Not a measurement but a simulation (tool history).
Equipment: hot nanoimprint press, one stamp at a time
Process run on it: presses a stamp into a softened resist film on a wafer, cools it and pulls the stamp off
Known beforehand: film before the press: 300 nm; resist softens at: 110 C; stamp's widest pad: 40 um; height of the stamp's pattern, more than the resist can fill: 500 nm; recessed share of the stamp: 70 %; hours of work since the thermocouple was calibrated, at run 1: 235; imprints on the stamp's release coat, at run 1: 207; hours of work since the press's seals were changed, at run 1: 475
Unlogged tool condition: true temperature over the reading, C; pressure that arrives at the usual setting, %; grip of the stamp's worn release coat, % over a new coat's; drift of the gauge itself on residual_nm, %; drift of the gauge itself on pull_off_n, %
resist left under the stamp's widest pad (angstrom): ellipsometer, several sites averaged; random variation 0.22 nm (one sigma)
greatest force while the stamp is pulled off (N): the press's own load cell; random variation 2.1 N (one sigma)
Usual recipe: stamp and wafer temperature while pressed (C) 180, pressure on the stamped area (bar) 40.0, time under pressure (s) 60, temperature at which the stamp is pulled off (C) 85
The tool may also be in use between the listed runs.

run,day,stamp and wafer temperature while pressed (C),pressure on the stamped area (bar),time under pressure (s),temperature at which the stamp is pulled off (C),hours of work since the thermocouple was calibrated,imprints on the stamp's release coat,hours of work since the press's seals were changed,resist left under the stamp's widest pad (angstrom),greatest force while the stamp is pulled off (N)
1,0.000,180,40.0,60,85,235,207,475,1084,203
2,0.946,180,40.0,60,85,248,294,488,1086,203
3,1.700,180,40.0,60,85,259,364,499,1086,208
4,2.217,180,40.0,60,85,266,411,506,1085,200
5,2.829,180,40.0,60,85,275,468,515,1084,201
6,3.642,180,40.0,60,85,286,543,527,1084,201
# day 4.162: stamp cleaned and given a new release coat
7,4.654,180,27.6,60,85,297,46,537,1301,202
8,5.575,180,40.0,60,85,310,131,550,1085,204
9,6.558,180,40.0,60,85,324,222,564,1083,204
10,7.408,180,31.3,60,85,336,300,576,1226,205
11,8.383,175,40.0,60,85,350,390,590,1279,207
12,9.342,183,40.0,60,85,364,479,604,987,208
13,10.133,183,40.0,60,85,375,552,615,986,201
# day 10.333: plate thermocouple calibrated
# day 10.704: stamp cleaned and given a new release coat
14,11.400,183,25.9,60,85,12,64,628,1223,202
15,11.858,183,25.9,60,85,18,106,634,1229,205
16,12.483,180,44.2,74,85,27,164,643,946,205
17,13.008,180,44.2,74,85,34,212,651,948,205
18,13.817,180,31.1,31,85,46,287,662,1563,204
19,14.633,180,31.1,31,85,57,363,674,1558,205
20,15.358,180,31.1,31,85,68,430,684,1562,204
21,15.788,188,40.0,108,71,74,469,690,660,252
22,16.625,180,29.0,40,85,86,547,702,1473,202
# day 17.075: stamp cleaned and given a new release coat
23,17.408,180,29.0,40,85,93,31,709,1470,206
24,18.242,191,30.5,49,82,105,108,721,972,216
25,19.071,177,54.4,34,85,117,185,733,1284,200
26,19.688,186,63.7,34,77,126,242,742,887,235
27,20.558,169,33.5,52,77,138,323,754,1771,235
28,20.971,169,33.5,52,77,144,361,760,1763,231
29,21.438,180,48.3,73,85,151,404,767,909,206
30,21.883,180,48.3,90,82,157,445,773,836,216

Forecast each of these 4 alternatives for the next run:
A,22.833,180,24.4,95,85,170,533,787,?,?
B,22.833,168,27.6,39,82,170,533,787,?,?
C,22.833,180,40.0,44,85,170,533,787,?,?
D,22.833,180,53.2,82,70,170,533,787,?,?

run,resist left under the stamp's widest pad (angstrom),greatest force while the stamp is pulled off (N)
A,1156,202
B,2105,217
C,1227,206
D,824,261
What these runs would have given with no unlogged condition in the tool:
run,resist left under the stamp's widest pad (angstrom),greatest force while the stamp is pulled off (N)
A,1156,201
B,2106,216
C,1227,205
D,824,260
